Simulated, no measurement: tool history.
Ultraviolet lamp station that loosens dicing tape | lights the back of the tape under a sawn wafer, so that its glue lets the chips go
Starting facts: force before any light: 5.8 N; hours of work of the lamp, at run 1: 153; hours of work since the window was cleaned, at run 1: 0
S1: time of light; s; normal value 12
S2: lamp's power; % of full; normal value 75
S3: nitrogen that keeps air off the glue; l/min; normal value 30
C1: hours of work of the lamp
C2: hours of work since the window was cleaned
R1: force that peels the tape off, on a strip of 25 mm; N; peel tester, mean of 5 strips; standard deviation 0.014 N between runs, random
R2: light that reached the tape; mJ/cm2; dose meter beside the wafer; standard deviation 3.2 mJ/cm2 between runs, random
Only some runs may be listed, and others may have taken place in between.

{"run": 1, "hour": 0.0, "S1": 12, "S2": 75, "S3": 30, "C1": 153, "C2": 0, "R1": 0.639, "R2": 498}
{"run": 2, "hour": 27.2, "S1": 12, "S2": 75, "S3": 30, "C1": 165, "C2": 12, "R1": 0.642, "R2": 505}
{"run": 3, "hour": 60.0, "S1": 12, "S2": 64, "S3": 30, "C1": 179, "C2": 26, "R1": 0.833, "R2": 425}
{"run": 4, "hour": 93.8, "S1": 18, "S2": 64, "S3": 30, "C1": 193, "C2": 40, "R1": 0.395, "R2": 636}
{"run": 5, "hour": 130.3, "S1": 18, "S2": 64, "S3": 30, "C1": 209, "C2": 55, "R1": 0.411, "R2": 641}
{"run": 6, "hour": 179.6, "S1": 18, "S2": 64, "S3": 30, "C1": 230, "C2": 76, "R1": 0.394, "R2": 637}
{"run": 7, "hour": 219.3, "S1": 18, "S2": 64, "S3": 30, "C1": 246, "C2": 93, "R1": 0.4, "R2": 634}
{"run": 8, "hour": 248.6, "S1": 18, "S2": 64, "S3": 30, "C1": 259, "C2": 106, "R1": 0.407, "R2": 639}
{"run": 9, "hour": 275.8, "S1": 18, "S2": 64, "S3": 30, "C1": 271, "C2": 117, "R1": 0.398, "R2": 644}
{"run": 10, "hour": 324.5, "S1": 12, "S2": 75, "S3": 30, "C1": 291, "C2": 138, "R1": 0.632, "R2": 503}
{"run": 11, "hour": 351.7, "S1": 14, "S2": 75, "S3": 30, "C1": 303, "C2": 150, "R1": 0.496, "R2": 578}
{"run": 12, "hour": 387.8, "S1": 12, "S2": 75, "S3": 30, "C1": 318, "C2": 165, "R1": 0.612, "R2": 501}
{"run": 13, "hour": 417.6, "S1": 12, "S2": 75, "S3": 30, "C1": 331, "C2": 178, "R1": 0.646, "R2": 499}
{"run": 14, "hour": 456.9, "S1": 12, "S2": 75, "S3": 30, "C1": 348, "C2": 194, "R1": 0.613, "R2": 501}
{"run": 15, "hour": 481.9, "S1": 12, "S2": 75, "S3": 51, "C1": 358, "C2": 205, "R1": 0.491, "R2": 501}
{"run": 16, "hour": 510.2, "S1": 12, "S2": 75, "S3": 51, "C1": 370, "C2": 217, "R1": 0.5, "R2": 499}
{"run": 17, "hour": 561.9, "S1": 12, "S2": 75, "S3": 51, "C1": 392, "C2": 239, "R1": 0.493, "R2": 503}
{"run": 18, "hour": 591.4, "S1": 12, "S2": 75, "S3": 51, "C1": 405, "C2": 252, "R1": 0.506, "R2": 503}
{"run": 19, "hour": 633.0, "S1": 12, "S2": 75, "S3": 51, "C1": 422, "C2": 269, "R1": 0.489, "R2": 496}
{"run": 20, "hour": 680.1, "S1": 12, "S2": 75, "S3": 51, "C1": 443, "C2": 289, "R1": 0.504, "R2": 503}
{"run": 21, "hour": 704.5, "S1": 12, "S2": 74, "S3": 51, "C1": 453, "C2": 300, "R1": 0.5, "R2": 496}

What does the tool deliver on the next run?
{"hour": 738.3, "done": "window cleaned of glue's vapour"}
{"run": 22, "hour": 751.8, "S1": 12, "S2": 63, "S3": 10, "C1": 473, "C2": 6, "R1": "?", "R2": "?"}

R1: 1.49 N
R2: 421 mJ/cm2
Had the tool carried no hidden state, the very same run would have given R1 1.488 N, R2 422 mJ/cm2.
